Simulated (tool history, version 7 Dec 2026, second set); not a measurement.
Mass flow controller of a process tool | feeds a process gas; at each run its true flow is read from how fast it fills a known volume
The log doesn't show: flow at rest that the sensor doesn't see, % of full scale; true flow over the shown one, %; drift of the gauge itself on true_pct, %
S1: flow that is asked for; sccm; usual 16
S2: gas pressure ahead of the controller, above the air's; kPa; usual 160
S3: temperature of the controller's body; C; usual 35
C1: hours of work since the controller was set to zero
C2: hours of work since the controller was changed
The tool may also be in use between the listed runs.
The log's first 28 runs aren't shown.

run 29 hour=7155.4 | S1=6 S2=230 S3=32 | C1=3320 C2=3320 | true_flow_(%)=99.06
run 30 hour=7511.4 | S1=6 S2=230 S3=32 | C1=3453 C2=3453 | true_flow_(%)=98.99
run 31 hour=7792.0 | S1=11 S2=250 S3=28 | C1=3559 C2=3559 | true_flow_(%)=100.02
run 32 hour=8093.1 | S1=11 S2=250 S3=28 | C1=3672 C2=3672 | true_flow_(%)=100.23
run 33 hour=8404.9 | S1=4 S2=240 S3=40 | C1=3789 C2=3789 | true_flow_(%)=98.19
run 34 hour=8733.5 | S1=9 S2=167 S3=40 | C1=3913 C2=3913 | true_flow_(%)=100.39
run 35 hour=8993.9 | S1=16 S2=238 S3=35 | C1=4011 C2=4011 | true_flow_(%)=101.45
run 36 hour=9275.1 | S1=16 S2=201 S3=36 | C1=4116 C2=4116 | true_flow_(%)=101.31
run 37 hour=9629.7 | S1=16 S2=195 S3=33 | C1=4249 C2=4249 | true_flow_(%)=100.89
run 38 hour=9777.8 | S1=7 S2=227 S3=35 | C1=4305 C2=4305 | true_flow_(%)=99.56
run 39 hour=9941.4 | S1=7 S2=227 S3=35 | C1=4367 C2=4367 | true_flow_(%)=99.27
run 40 hour=10199.7 | S1=15 S2=246 S3=22 | C1=4464 C2=4464 | true_flow_(%)=99.95
run 41 hour=10442.7 | S1=15 S2=246 S3=22 | C1=4555 C2=4555 | true_flow_(%)=99.84
run 42 hour=10656.4 | S1=2 S2=227 S3=38 | C1=4635 C2=4635 | true_flow_(%)=91.23

Forecast run 43:
run 43 hour=11016.9 | S1=2 S2=227 S3=38 | C1=4771 C2=4771 | true_flow_(%)=?

Run 43 gave true flow (%) 90.88.
Without the tool's hidden state the same run would have given true flow (%) 101.07.
